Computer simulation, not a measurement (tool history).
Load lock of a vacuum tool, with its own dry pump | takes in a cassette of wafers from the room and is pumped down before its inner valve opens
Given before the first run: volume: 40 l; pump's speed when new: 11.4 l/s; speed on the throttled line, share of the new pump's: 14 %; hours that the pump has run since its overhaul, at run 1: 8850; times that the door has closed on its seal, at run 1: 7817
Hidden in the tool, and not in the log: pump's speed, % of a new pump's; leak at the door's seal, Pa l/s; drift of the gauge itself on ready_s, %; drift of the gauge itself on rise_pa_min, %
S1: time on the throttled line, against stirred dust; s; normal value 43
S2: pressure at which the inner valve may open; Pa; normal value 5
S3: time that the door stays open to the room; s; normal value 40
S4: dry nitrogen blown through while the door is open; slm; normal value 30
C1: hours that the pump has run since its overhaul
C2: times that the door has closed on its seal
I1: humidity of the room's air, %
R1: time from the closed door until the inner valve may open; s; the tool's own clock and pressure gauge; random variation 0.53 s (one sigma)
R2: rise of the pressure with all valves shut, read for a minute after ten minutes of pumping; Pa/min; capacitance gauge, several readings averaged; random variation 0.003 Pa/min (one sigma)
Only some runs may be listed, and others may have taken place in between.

{"run": 1, "hour": 0.0, "S1": 43, "S2": 5, "S3": 40, "S4": 30, "C1": 8850, "C2": 7817, "I1": 45.5, "R1": 73, "R2": 0.019}
{"run": 2, "hour": 561.1, "S1": 43, "S2": 5, "S3": 40, "S4": 30, "C1": 9411, "C2": 10471, "I1": 45.5, "R1": 72.8, "R2": 0.015}
{"run": 3, "hour": 1125.5, "S1": 43, "S2": 9, "S3": 40, "S4": 30, "C1": 9975, "C2": 13140, "I1": 44.7, "R1": 71.3, "R2": 0.022}
{"run": 4, "hour": 1678.3, "S1": 43, "S2": 5, "S3": 40, "S4": 30, "C1": 10528, "C2": 15755, "I1": 44.5, "R1": 72.8, "R2": 0.014}
{"run": 5, "hour": 2167.6, "S1": 43, "S2": 5, "S3": 40, "S4": 30, "C1": 11017, "C2": 18069, "I1": 44.8, "R1": 72.7, "R2": 0.017}
{"run": 6, "hour": 2653.1, "S1": 43, "S2": 5, "S3": 40, "S4": 10, "C1": 11503, "C2": 20365, "I1": 44.4, "R1": 72.1, "R2": 0.024}
{"run": 7, "hour": 3064.5, "S1": 43, "S2": 5, "S3": 72, "S4": 30, "C1": 11914, "C2": 22311, "I1": 45.6, "R1": 72.8, "R2": 0.021}
{"run": 8, "hour": 3528.7, "S1": 43, "S2": 5, "S3": 40, "S4": 30, "C1": 12378, "C2": 24506, "I1": 39.7, "R1": 73.4, "R2": 0.018}
{"run": 9, "hour": 3867.3, "S1": 43, "S2": 9, "S3": 40, "S4": 30, "C1": 12717, "C2": 26108, "I1": 45.8, "R1": 70.2, "R2": 0.016}
{"hour": 4188.2, "done": "door's seal changed, seat wiped"}
{"run": 10, "hour": 4241.4, "S1": 43, "S2": 7, "S3": 93, "S4": 30, "C1": 13089, "C2": 252, "I1": 44.7, "R1": 71.6, "R2": 0.022}
{"run": 11, "hour": 4746.4, "S1": 43, "S2": 7, "S3": 93, "S4": 30, "C1": 13594, "C2": 2640, "I1": 42.6, "R1": 70.8, "R2": 0.016}
{"run": 12, "hour": 5041.9, "S1": 43, "S2": 9, "S3": 72, "S4": 30, "C1": 13890, "C2": 4038, "I1": 44.6, "R1": 69.8, "R2": 0.021}
{"run": 13, "hour": 5284.4, "S1": 43, "S2": 9, "S3": 72, "S4": 30, "C1": 14133, "C2": 5185, "I1": 47, "R1": 70.4, "R2": 0.024}
{"run": 14, "hour": 5606.2, "S1": 35, "S2": 5, "S3": 40, "S4": 30, "C1": 14454, "C2": 6706, "I1": 40.9, "R1": 65.3, "R2": 0.015}
{"hour": 5835.4, "done": "dry pump taken out, an overhauled one fitted"}
{"run": 15, "hour": 5986.2, "S1": 35, "S2": 5, "S3": 40, "S4": 30, "C1": 151, "C2": 8475, "I1": 46.5, "R1": 66.9, "R2": 0.023}
{"run": 16, "hour": 6483.9, "S1": 35, "S2": 6, "S3": 40, "S4": 13, "C1": 649, "C2": 10829, "I1": 45.6, "R1": 64.3, "R2": 0.025}
{"run": 17, "hour": 6992.9, "S1": 40, "S2": 6, "S3": 40, "S4": 13, "C1": 1157, "C2": 13236, "I1": 44.1, "R1": 68.7, "R2": 0.029}

Hidden condition of the tool, last listed run before each entry between runs versus first listed run after:
Runs 9 to 10: door's seal changed, seat wiped (hour 4188.2)
  leak at the door's seal, Pa l/s: 0.003 -> 0.002
Runs 14 to 15: dry pump taken out, an overhauled one fitted (hour 5835.4)
  pump's speed, % of a new pump's: 99.9 -> 100; leak at the door's seal, Pa l/s: 0.0021 -> 0.0022
